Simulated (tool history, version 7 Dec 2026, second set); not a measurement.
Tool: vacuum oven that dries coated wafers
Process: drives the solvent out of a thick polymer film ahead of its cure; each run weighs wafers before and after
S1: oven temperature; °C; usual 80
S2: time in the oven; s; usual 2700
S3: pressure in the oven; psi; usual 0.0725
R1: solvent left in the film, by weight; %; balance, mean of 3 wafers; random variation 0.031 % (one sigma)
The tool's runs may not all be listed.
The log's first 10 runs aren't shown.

run	hour	S1	S2	S3	R1
11	163.2	80	2700	0.0725	1.81
12	176.3	80	2700	0.0725	1.77
13	190.8	80	2700	0.0725	1.79
14	208.5	80	2700	0.0725	1.76
15	220.5	80	2820	0.0725	1.63
16	235.2	80	2820	0.0725	1.68
17	246.2	80	2820	0.0725	1.63
18	268.3	80	2820	0.0725	1.62
19	288.3	80	2820	0.0725	1.68
20	298.4	80	2760	0.0725	1.77
21	321	80	2760	0.0448	1.63
22	337.1	80	2700	0.0725	1.82
23	353.1	86	2700	0.0725	0.69
24	365	86	4080	0.0409	0.26
25	383.8	86	4080	0.0409	0.24
26	400.7	86	1380	0.0395	2.89
27	413.1	74	1440	0.0395	7.54

The next listed run, before its measurement:
28	423.5	74	1440	0.0395	?

R1: 7.57 %
Without the tool's hidden state the same run would have given R1 8.62 %.

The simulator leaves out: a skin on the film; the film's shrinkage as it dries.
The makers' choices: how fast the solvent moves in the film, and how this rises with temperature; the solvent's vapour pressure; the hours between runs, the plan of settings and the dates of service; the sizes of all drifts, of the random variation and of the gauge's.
